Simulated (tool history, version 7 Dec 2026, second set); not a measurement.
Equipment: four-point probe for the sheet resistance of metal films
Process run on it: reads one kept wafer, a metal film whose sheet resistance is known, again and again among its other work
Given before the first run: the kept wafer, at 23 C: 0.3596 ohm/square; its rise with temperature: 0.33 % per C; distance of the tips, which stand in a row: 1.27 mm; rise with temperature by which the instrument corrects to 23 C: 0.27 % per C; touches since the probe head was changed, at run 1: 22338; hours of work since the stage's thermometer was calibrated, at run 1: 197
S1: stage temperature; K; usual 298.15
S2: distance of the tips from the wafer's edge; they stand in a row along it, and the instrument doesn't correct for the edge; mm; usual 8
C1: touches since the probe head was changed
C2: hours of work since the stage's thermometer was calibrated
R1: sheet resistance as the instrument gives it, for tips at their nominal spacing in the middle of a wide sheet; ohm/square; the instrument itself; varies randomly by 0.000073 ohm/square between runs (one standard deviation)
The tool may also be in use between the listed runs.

run,hour,S1,S2,C1,C2,R1
1,0.0,298.15,8,22338,197,0.362661
2,81.9,298.15,8,24670,236,0.362407
3,141.4,298.15,8,26364,265,0.362385
4,245.5,298.15,8,29328,315,0.362473
5,358.6,298.15,8,32548,369,0.362232
6,464.1,298.15,8,35551,420,0.362189
7,572.0,298.15,8,38623,472,0.362147
8,664.8,298.15,8,41266,516,0.361924
9,776.0,298.15,8,44433,570,0.361874
10,869.8,303.15,6,47104,615,0.366420
11,971.7,303.15,33,50004,664,0.358284
# hour 979.9: stage's thermometer calibrated
12,1053.3,303.15,33,52312,35,0.358124
13,1150.5,298.15,5,55080,82,0.368732
14,1208.1,300.15,41,56719,110,0.357279
15,1278.7,296.15,19,58731,144,0.357106
16,1336.1,306.15,64,60365,171,0.358403
17,1390.5,306.15,64,61913,197,0.358230
18,1500.8,297.15,5,65054,251,0.368180

Consider 4 possible next runs. They are alternatives, not a sequence: every one starts from the tool as it was left by run 18. What does each give?
# hour 1582.0: stage's thermometer calibrated, once more
A,1590.3,305.15,9,67587,4,?
# hour 1582.0: stage's thermometer calibrated, once more
B,1590.3,302.15,47,67587,4,?
# hour 1582.0: stage's thermometer calibrated, once more
C,1590.3,296.15,45,67587,4,?
# hour 1582.0: stage's thermometer calibrated, once more
D,1590.3,292.15,67,67587,4,?

run,R1
A,0.361830
B,0.357713
C,0.356205
D,0.355333
The same runs, with their run-to-run variation unchanged, on a tool lacking any hidden condition would have given:
run,R1
A,0.365314
B,0.361160
C,0.359639
D,0.358759

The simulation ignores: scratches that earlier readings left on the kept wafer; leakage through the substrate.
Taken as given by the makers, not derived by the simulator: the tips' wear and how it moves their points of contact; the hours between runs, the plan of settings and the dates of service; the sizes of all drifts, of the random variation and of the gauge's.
